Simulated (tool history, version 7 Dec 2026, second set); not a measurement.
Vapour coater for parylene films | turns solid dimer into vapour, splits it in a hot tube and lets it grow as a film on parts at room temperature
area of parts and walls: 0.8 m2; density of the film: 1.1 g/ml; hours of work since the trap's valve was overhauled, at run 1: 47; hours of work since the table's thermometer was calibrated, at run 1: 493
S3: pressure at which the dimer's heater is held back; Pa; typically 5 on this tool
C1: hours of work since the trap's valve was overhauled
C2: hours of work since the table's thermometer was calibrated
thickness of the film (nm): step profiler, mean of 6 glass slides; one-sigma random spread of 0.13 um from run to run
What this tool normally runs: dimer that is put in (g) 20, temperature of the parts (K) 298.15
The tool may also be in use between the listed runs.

run 1 hour=0 | dimer_that_is_put_in_(g)=20 temperature_of_the_parts_(K)=298.15 S3=5 | C1=47 C2=493 | thickness_of_the_film_(nm)=16640
run 2 hour=29.5 | dimer_that_is_put_in_(g)=20 temperature_of_the_parts_(K)=298.15 S3=5 | C1=59 C2=505 | thickness_of_the_film_(nm)=16640
run 3 hour=51.2 | dimer_that_is_put_in_(g)=20 temperature_of_the_parts_(K)=298.15 S3=5 | C1=68 C2=514 | thickness_of_the_film_(nm)=16710
run 4 hour=71.4 | dimer_that_is_put_in_(g)=20 temperature_of_the_parts_(K)=298.15 S3=5 | C1=77 C2=523 | thickness_of_the_film_(nm)=16790
run 5 hour=86.8 | dimer_that_is_put_in_(g)=20 temperature_of_the_parts_(K)=298.15 S3=8.41 | C1=83 C2=529 | thickness_of_the_film_(nm)=15940
run 6 hour=101.4 | dimer_that_is_put_in_(g)=20 temperature_of_the_parts_(K)=298.15 S3=5 | C1=89 C2=535 | thickness_of_the_film_(nm)=16810
run 7 hour=116.7 | dimer_that_is_put_in_(g)=20 temperature_of_the_parts_(K)=298.15 S3=5 | C1=95 C2=541 | thickness_of_the_film_(nm)=16590
run 8 hour=132 | dimer_that_is_put_in_(g)=20 temperature_of_the_parts_(K)=298.15 S3=5 | C1=101 C2=547 | thickness_of_the_film_(nm)=16900
run 9 hour=153.1 | dimer_that_is_put_in_(g)=20 temperature_of_the_parts_(K)=298.15 S3=5 | C1=110 C2=556 | thickness_of_the_film_(nm)=16660
run 10 hour=173.7 | dimer_that_is_put_in_(g)=12 temperature_of_the_parts_(K)=298.15 S3=5 | C1=118 C2=564 | thickness_of_the_film_(nm)=9880
run 11 hour=199.1 | dimer_that_is_put_in_(g)=12 temperature_of_the_parts_(K)=298.15 S3=5 | C1=129 C2=575 | thickness_of_the_film_(nm)=10070
run 12 hour=215.9 | dimer_that_is_put_in_(g)=20 temperature_of_the_parts_(K)=293.15 S3=5 | C1=136 C2=582 | thickness_of_the_film_(nm)=20410
run 13 hour=229.2 | dimer_that_is_put_in_(g)=20 temperature_of_the_parts_(K)=293.15 S3=5 | C1=141 C2=587 | thickness_of_the_film_(nm)=20330
run 14 hour=242.6 | dimer_that_is_put_in_(g)=23 temperature_of_the_parts_(K)=298.15 S3=5 | C1=147 C2=593 | thickness_of_the_film_(nm)=19080
run 15 hour=260 | dimer_that_is_put_in_(g)=23 temperature_of_the_parts_(K)=298.15 S3=5 | C1=154 C2=600 | thickness_of_the_film_(nm)=19360
run 16 hour=285.6 | dimer_that_is_put_in_(g)=20 temperature_of_the_parts_(K)=304.15 S3=5 | C1=164 C2=610 | thickness_of_the_film_(nm)=12780
run 17 hour=315.6 | dimer_that_is_put_in_(g)=20 temperature_of_the_parts_(K)=304.15 S3=5 | C1=176 C2=622 | thickness_of_the_film_(nm)=13020
run 18 hour=338.5 | dimer_that_is_put_in_(g)=20 temperature_of_the_parts_(K)=298.15 S3=3.96 | C1=186 C2=632 | thickness_of_the_film_(nm)=16880
run 19 hour=364.6 | dimer_that_is_put_in_(g)=20 temperature_of_the_parts_(K)=298.15 S3=3.96 | C1=196 C2=642 | thickness_of_the_film_(nm)=17150
run 20 hour=395.3 | dimer_that_is_put_in_(g)=20 temperature_of_the_parts_(K)=298.15 S3=3.96 | C1=209 C2=655 | thickness_of_the_film_(nm)=16720
run 21 hour=411.4 | dimer_that_is_put_in_(g)=20 temperature_of_the_parts_(K)=298.15 S3=3.96 | C1=216 C2=662 | thickness_of_the_film_(nm)=17160
run 22 hour=429.2 | dimer_that_is_put_in_(g)=33 temperature_of_the_parts_(K)=298.15 S3=3.96 | C1=223 C2=669 | thickness_of_the_film_(nm)=27940
run 23 hour=449.4 | dimer_that_is_put_in_(g)=20 temperature_of_the_parts_(K)=298.15 S3=5 | C1=231 C2=677 | thickness_of_the_film_(nm)=16460
run 24 hour=464.1 | dimer_that_is_put_in_(g)=20 temperature_of_the_parts_(K)=298.15 S3=5 | C1=237 C2=683 | thickness_of_the_film_(nm)=16660
run 25 hour=483.4 | dimer_that_is_put_in_(g)=23 temperature_of_the_parts_(K)=291.15 S3=5 | C1=245 C2=691 | thickness_of_the_film_(nm)=25290
run 26 hour=496.8 | dimer_that_is_put_in_(g)=11 temperature_of_the_parts_(K)=300.15 S3=5 | C1=250 C2=696 | thickness_of_the_film_(nm)=8360
run 27 hour=513.9 | dimer_that_is_put_in_(g)=18 temperature_of_the_parts_(K)=295.15 S3=3.48 | C1=257 C2=703 | thickness_of_the_film_(nm)=17470
run 28 hour=542.4 | dimer_that_is_put_in_(g)=18 temperature_of_the_parts_(K)=295.15 S3=3.48 | C1=269 C2=715 | thickness_of_the_film_(nm)=17500
run 29 hour=573.3 | dimer_that_is_put_in_(g)=20 temperature_of_the_parts_(K)=295.15 S3=4.52 | C1=282 C2=728 | thickness_of_the_film_(nm)=18990
run 30 hour=591.6 | dimer_that_is_put_in_(g)=10 temperature_of_the_parts_(K)=299.15 S3=7.8 | C1=289 C2=735 | thickness_of_the_film_(nm)=7760
run 31 hour=617.8 | dimer_that_is_put_in_(g)=11 temperature_of_the_parts_(K)=297.15 S3=2.37 | C1=300 C2=746 | thickness_of_the_film_(nm)=10160
run 32 hour=641.9 | dimer_that_is_put_in_(g)=20 temperature_of_the_parts_(K)=306.15 S3=8.52 | C1=310 C2=756 | thickness_of_the_film_(nm)=11480
run 33 hour=655.7 | dimer_that_is_put_in_(g)=32 temperature_of_the_parts_(K)=298.15 S3=5 | C1=315 C2=761 | thickness_of_the_film_(nm)=27110
run 34 hour=679.3 | dimer_that_is_put_in_(g)=32 temperature_of_the_parts_(K)=298.15 S3=5 | C1=325 C2=771 | thickness_of_the_film_(nm)=26790
run 35 hour=708.2 | dimer_that_is_put_in_(g)=29 temperature_of_the_parts_(K)=301.15 S3=3.94 | C1=337 C2=783 | thickness_of_the_film_(nm)=21380
run 36 hour=728.7 | dimer_that_is_put_in_(g)=18 temperature_of_the_parts_(K)=292.15 S3=3.61 | C1=345 C2=791 | thickness_of_the_film_(nm)=19930
run 37 hour=743.3 | dimer_that_is_put_in_(g)=20 temperature_of_the_parts_(K)=292.15 S3=2.2 | C1=351 C2=797 | thickness_of_the_film_(nm)=22100
run 38 hour=773.5 | dimer_that_is_put_in_(g)=20 temperature_of_the_parts_(K)=292.15 S3=2.2 | C1=364 C2=809 | thickness_of_the_film_(nm)=22060
run 39 hour=793 | dimer_that_is_put_in_(g)=15 temperature_of_the_parts_(K)=298.15 S3=5 | C1=371 C2=817 | thickness_of_the_film_(nm)=12510
run 40 hour=808 | dimer_that_is_put_in_(g)=14 temperature_of_the_parts_(K)=298.15 S3=2.01 | C1=378 C2=824 | thickness_of_the_film_(nm)=12640
run 41 hour=838.3 | dimer_that_is_put_in_(g)=20 temperature_of_the_parts_(K)=298.15 S3=6.24 | C1=390 C2=836 | thickness_of_the_film_(nm)=16590
run 42 hour=867.1 | dimer_that_is_put_in_(g)=21 temperature_of_the_parts_(K)=298.15 S3=6.24 | C1=402 C2=848 | thickness_of_the_film_(nm)=17220
-- hour=878.9 trap's valve overhauled
run 43 hour=892.6 | dimer_that_is_put_in_(g)=20 temperature_of_the_parts_(K)=308.15 S3=5 | C1=6 C2=857 | thickness_of_the_film_(nm)=11010
run 44 hour=920.4 | dimer_that_is_put_in_(g)=20 temperature_of_the_parts_(K)=308.15 S3=5 | C1=17 C2=868 | thickness_of_the_film_(nm)=11000
run 45 hour=944.9 | dimer_that_is_put_in_(g)=21 temperature_of_the_parts_(K)=298.15 S3=5 | C1=27 C2=878 | thickness_of_the_film_(nm)=17460
run 46 hour=973.5 | dimer_that_is_put_in_(g)=21 temperature_of_the_parts_(K)=298.15 S3=5 | C1=39 C2=890 | thickness_of_the_film_(nm)=17590
run 47 hour=1004.7 | dimer_that_is_put_in_(g)=29 temperature_of_the_parts_(K)=309.15 S3=4.22 | C1=51 C2=902 | thickness_of_the_film_(nm)=15480

Consider 4 possible next runs. They are alternatives, not a sequence: every one starts from the tool as it was left by run 47. What does each give?
run A hour=1022.6 | dimer_that_is_put_in_(g)=20 temperature_of_the_parts_(K)=298.15 S3=11.06 | C1=59 C2=910 | thickness_of_the_film_(nm)=?
run B hour=1022.6 | dimer_that_is_put_in_(g)=13 temperature_of_the_parts_(K)=308.15 S3=4.22 | C1=59 C2=910 | thickness_of_the_film_(nm)=?
run C hour=1022.6 | dimer_that_is_put_in_(g)=20 temperature_of_the_parts_(K)=304.15 S3=5 | C1=59 C2=910 | thickness_of_the_film_(nm)=?
run D hour=1022.6 | dimer_that_is_put_in_(g)=10 temperature_of_the_parts_(K)=293.15 S3=2.23 | C1=59 C2=910 | thickness_of_the_film_(nm)=?

run=A thickness_of_the_film_(nm)=15800
run=B thickness_of_the_film_(nm)=7310
run=C thickness_of_the_film_(nm)=13160
run=D thickness_of_the_film_(nm)=10940
The same runs, with their run-to-run variation unchanged, on a tool lacking any hidden condition would have given:
run=A thickness_of_the_film_(nm)=15800
run=B thickness_of_the_film_(nm)=7310
run=C thickness_of_the_film_(nm)=13160
run=D thickness_of_the_film_(nm)=10940

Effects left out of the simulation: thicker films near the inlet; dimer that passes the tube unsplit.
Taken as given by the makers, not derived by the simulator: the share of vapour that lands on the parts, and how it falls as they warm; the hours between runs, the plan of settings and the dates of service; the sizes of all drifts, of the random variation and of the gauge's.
